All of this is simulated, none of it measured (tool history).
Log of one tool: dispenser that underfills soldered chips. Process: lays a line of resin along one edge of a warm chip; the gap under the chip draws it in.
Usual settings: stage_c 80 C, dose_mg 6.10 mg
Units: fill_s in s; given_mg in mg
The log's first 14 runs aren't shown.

run,hour,stage_c,dose_mg,fill_s,given_mg
# hour 83.4: new syringe of resin
15,85.4,74,7.19,12.8,6.80
16,89.5,74,7.19,15.2,6.82
17,94.4,74,7.19,18.7,6.77
# hour 100.4: dispensing valve cleaned and set on the balance
# hour 101.5: new syringe of resin
18,102.4,80,6.10,10.8,6.11
19,108.9,83,6.40,12.0,6.33
20,113.1,74,5.29,20.3,5.19
# hour 118.5: new syringe of resin
21,120.6,75,6.29,12.4,6.19
22,124.4,80,6.06,12.9,6.03
23,128.7,80,6.06,15.1,5.94
# hour 135.5: new syringe of resin
24,136.2,68,5.34,16.0,5.27
25,141.6,68,5.34,19.5,5.22
26,149.4,66,7.07,27.1,6.88
# hour 152.8: new syringe of resin
27,158.2,66,7.07,18.7,6.76
28,164.5,91,5.83,11.1,5.58
29,168.4,92,6.78,12.6,6.50
# hour 169.8: new syringe of resin
30,173.2,92,6.78,7.7,6.46
31,179.2,85,6.48,12.5,6.10
32,186.0,80,7.00,19.2,6.65
# hour 187.0: new syringe of resin
33,194.5,80,7.00,13.2,6.59
34,198.3,80,7.09,16.0,6.68
# hour 200.7: dispensing valve cleaned and set on the balance
# hour 205.1: new syringe of resin
35,208.1,72,7.09,13.9,7.07
36,214.5,74,6.97,17.7,6.91

Forecast each of these 3 alternatives for the next run:
# hour 222.1: new syringe of resin
A,222.9,84,5.27,?,?
# hour 222.1: new syringe of resin
B,222.9,93,6.75,?,?
# hour 222.1: new syringe of resin
C,222.9,80,7.67,?,?

run,fill_s,given_mg
A,9.2,5.16
B,7.2,6.60
C,9.9,7.57
Without the tool's hidden state the same runs would have given:
run,fill_s,given_mg
A,8.4,5.24
B,6.6,6.70
C,9.1,7.68

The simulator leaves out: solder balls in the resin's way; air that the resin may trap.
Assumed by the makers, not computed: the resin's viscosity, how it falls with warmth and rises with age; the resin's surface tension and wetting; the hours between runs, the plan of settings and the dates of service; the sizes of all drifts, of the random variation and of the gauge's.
